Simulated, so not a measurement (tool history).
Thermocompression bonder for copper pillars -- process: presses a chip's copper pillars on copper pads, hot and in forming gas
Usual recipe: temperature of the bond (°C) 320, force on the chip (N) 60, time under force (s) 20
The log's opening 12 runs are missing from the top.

run,hour,temperature of the bond (°C),force on the chip (N),time under force (s),force that shears a chip off (N)
13,604.7,320,60,20,88.4
14,639.5,320,60,20,87.2
15,672.0,320,60,20,88.5
# hour 727.7: forming gas filter changed
16,740.1,306,60,20,86.9
# hour 747.6: heater calibrated with a thermocouple chip
17,810.6,306,60,20,82.5
18,859.6,306,60,20,84.4
19,902.7,303,60,20,83.1
20,934.5,303,60,20,80.4
21,998.3,311,81,10,88.5
22,1038.3,299,81,39,111.9
# hour 1049.2: heater calibrated with a thermocouple chip, once more
23,1097.0,334,64,33,116.1
24,1132.3,314,57,17,81.3
25,1167.7,314,57,17,81.7
26,1227.6,314,57,17,80.7
27,1268.6,311,36,11,41.9
28,1310.6,337,39,39,89.4
29,1365.4,337,39,39,89.7
30,1396.7,304,69,16,83.2
31,1435.8,347,37,34,88.7
# hour 1446.9: forming gas filter changed
32,1505.4,299,41,11,44.8
33,1578.6,299,41,11,44.1
34,1646.1,299,41,11,44.6
35,1688.8,306,37,22,55.4
36,1719.8,320,38,20,64.9

Predict each of these 3 candidate next runs independently; none follows another, all start after run 36:
A,1766.2,312,40,26,?
B,1766.2,291,60,51,?
C,1766.2,300,76,28,?

run,force that shears a chip off (N)
A,66.0
B,98.6
C,104.0
Without the tool's hidden state the same runs would have given:
run,force that shears a chip off (N)
A,66.9
B,100.6
C,106.3
